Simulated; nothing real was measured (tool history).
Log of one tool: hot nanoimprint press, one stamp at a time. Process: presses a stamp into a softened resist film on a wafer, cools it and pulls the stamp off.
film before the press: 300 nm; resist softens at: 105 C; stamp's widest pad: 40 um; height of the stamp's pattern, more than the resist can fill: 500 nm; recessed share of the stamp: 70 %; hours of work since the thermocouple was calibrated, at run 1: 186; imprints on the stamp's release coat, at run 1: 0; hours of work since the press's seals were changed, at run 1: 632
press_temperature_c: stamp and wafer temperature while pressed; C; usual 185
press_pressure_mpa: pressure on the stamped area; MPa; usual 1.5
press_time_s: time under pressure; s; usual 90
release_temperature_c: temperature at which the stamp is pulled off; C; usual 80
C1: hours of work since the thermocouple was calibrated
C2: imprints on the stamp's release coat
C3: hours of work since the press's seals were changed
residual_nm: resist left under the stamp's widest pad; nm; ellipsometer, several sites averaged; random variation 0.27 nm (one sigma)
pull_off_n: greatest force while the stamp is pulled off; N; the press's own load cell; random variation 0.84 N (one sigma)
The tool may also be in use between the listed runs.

Run 1, hour 0: usual settings; C1 186; C2 0; C3 632. Result: residual_nm 123.3 nm, pull_off_n 198.3 N.
Run 2, hour 21: usual settings; C1 201; C2 103; C3 647. Result: residual_nm 123.2 nm, pull_off_n 199.1 N.
Run 3, hour 46.7: usual settings; C1 219; C2 229; C3 665. Result: residual_nm 122.9 nm, pull_off_n 202.8 N.
Run 4, hour 61.7: usual settings; C1 230; C2 303; C3 676. Result: residual_nm 123.6 nm, pull_off_n 203.5 N.
Run 5, hour 74.1: usual settings but press_pressure_mpa 1.79 MPa; C1 238; C2 364; C3 684. Result: residual_nm 112.6 nm, pull_off_n 204.4 N.
Run 6, hour 88.8: usual settings but press_pressure_mpa 1.79 MPa; C1 249; C2 436; C3 695. Result: residual_nm 112.6 nm, pull_off_n 204.3 N.
At hour 119.4: press's hydraulic seals changed and the load cell set to zero.
Run 7, hour 119.5: usual settings but press_pressure_mpa 1.79 MPa; C1 265; C2 547; C3 0. Result: residual_nm 111.4 nm, pull_off_n 206.8 N.
Run 8, hour 139.6: usual settings but press_pressure_mpa 1.79 MPa; C1 279; C2 646; C3 14. Result: residual_nm 111.2 nm, pull_off_n 208.3 N.
Run 9, hour 153: usual settings but press_pressure_mpa 1.79 MPa; C1 288; C2 712; C3 24. Result: residual_nm 110.8 nm, pull_off_n 208.1 N.
At hour 161.1: stamp cleaned and given a new release coat.
Run 10, hour 174.6: usual settings but press_pressure_mpa 1.79 MPa; C1 299; C2 67; C3 34. Result: residual_nm 110.7 nm, pull_off_n 198.1 N.
Run 11, hour 198.7: usual settings; C1 316; C2 185; C3 51. Result: residual_nm 121 nm, pull_off_n 198.5 N.
Run 12, hour 223.6: usual settings; C1 333; C2 307; C3 69. Result: residual_nm 121 nm, pull_off_n 201.1 N.
Run 13, hour 249.8: usual settings but press_pressure_mpa 1.76 MPa; C1 352; C2 436; C3 87. Result: residual_nm 111.1 nm, pull_off_n 204 N.
Run 14, hour 264.9: usual settings but press_pressure_mpa 1.76 MPa; C1 362; C2 509; C3 98. Result: residual_nm 111.2 nm, pull_off_n 205.7 N.
At hour 288.9: plate thermocouple calibrated.
Run 15, hour 290.7: usual settings; C1 1; C2 622; C3 114. Result: residual_nm 119.1 nm, pull_off_n 205.4 N.
At hour 316.2: stamp cleaned and given a new release coat.
Run 16, hour 323.9: usual settings but press_pressure_mpa 1.4 MPa; C1 20; C2 38; C3 133. Result: residual_nm 123 nm, pull_off_n 193.9 N.
Run 17, hour 336.1: usual settings but press_temperature_c 179 C, press_time_s 45 s; C1 29; C2 98; C3 141. Result: residual_nm 174.2 nm, pull_off_n 196.1 N.
Run 18, hour 353: usual settings but press_temperature_c 179 C, press_time_s 122 s; C1 41; C2 181; C3 153. Result: residual_nm 123.9 nm, pull_off_n 197.3 N.
Run 19, hour 382.2: usual settings but press_temperature_c 179 C, press_time_s 122 s; C1 61; C2 324; C3 174. Result: residual_nm 123.5 nm, pull_off_n 198.6 N.
At hour 392.3: plate thermocouple calibrated, once more.
Run 20, hour 402.5: usual settings but press_temperature_c 179 C, press_time_s 57 s, release_temperature_c 67 C; C1 7; C2 409; C3 186. Result: residual_nm 170.6 nm, pull_off_n 241.2 N.
Run 21, hour 420.6: usual settings but press_temperature_c 179 C, press_time_s 57 s, release_temperature_c 67 C; C1 20; C2 498; C3 198. Result: residual_nm 170.9 nm, pull_off_n 245.8 N.
Run 22, hour 437.6: usual settings but press_pressure_mpa 1.49 MPa, press_time_s 50 s, release_temperature_c 70 C; C1 32; C2 582; C3 210. Result: residual_nm 155.7 nm, pull_off_n 237.5 N.
Run 23, hour 456.9: usual settings but press_pressure_mpa 1.49 MPa, press_time_s 50 s, release_temperature_c 70 C; C1 45; C2 676; C3 224. Result: residual_nm 155.1 nm, pull_off_n 239.1 N.
At hour 473.1: stamp cleaned and given a new release coat.
Run 24, hour 486.1: usual settings but press_temperature_c 187 C, press_time_s 145 s; C1 61; C2 64; C3 240. Result: residual_nm 98.7 nm, pull_off_n 199 N.
Run 25, hour 508.8: usual settings but press_time_s 94 s; C1 77; C2 175; C3 256. Result: residual_nm 122.5 nm, pull_off_n 198.8 N.
Run 26, hour 530.4: usual settings but press_time_s 94 s; C1 93; C2 281; C3 271. Result: residual_nm 122.2 nm, pull_off_n 203.2 N.
Run 27, hour 549.7: usual settings but press_temperature_c 194 C, press_time_s 94 s, release_temperature_c 75 C; C1 106; C2 376; C3 285. Result: residual_nm 97.7 nm, pull_off_n 219.9 N.
Run 28, hour 563.1: usual settings but press_temperature_c 176 C, press_pressure_mpa 1.55 MPa, press_time_s 52 s, release_temperature_c 68 C; C1 115; C2 442; C3 294. Result: residual_nm 184.5 nm, pull_off_n 239.9 N.
Run 29, hour 578.2: usual settings but press_temperature_c 176 C, press_pressure_mpa 1.55 MPa, press_time_s 52 s, release_temperature_c 68 C; C1 126; C2 516; C3 305. Result: residual_nm 184.6 nm, pull_off_n 240.7 N.

Some steps in residual_nm between neighbouring runs. How much of each would the tool show without its hidden state too (settings, what came in, random variation), and how much is left for the hidden state, with any gauge scatter that isn't in both results?
The hidden state here: true temperature over the reading, C; pressure that arrives at the usual setting, %; grip of the stamp's worn release coat, % over a new coat's; drift of the gauge itself on residual_nm, %; drift of the gauge itself on pull_off_n, %.
Run 16 -> 17: press_temperature_c 185 -> 179, press_pressure_mpa 1.4 -> 1.5, press_time_s 90 -> 45. residual_nm +51.2 nm: hidden state -1.7, all else +52.9.
Run 19 -> 20: press_time_s 122 -> 57, release_temperature_c 80 -> 67, plate thermocouple calibrated, once more. residual_nm +47.1 nm: hidden state +8.1, all else +39.
Run 23 -> 24: press_temperature_c 185 -> 187, press_pressure_mpa 1.49 -> 1.5, press_time_s 50 -> 145, release_temperature_c 70 -> 80, stamp cleaned and given a new release coat. residual_nm -56.4 nm: hidden state -0.2, all else -56.2.
Run 27 -> 28: press_temperature_c 194 -> 176, press_pressure_mpa 1.5 -> 1.55, press_time_s 94 -> 52, release_temperature_c 75 -> 68. residual_nm +86.8 nm: hidden state -0.7, all else +87.5.
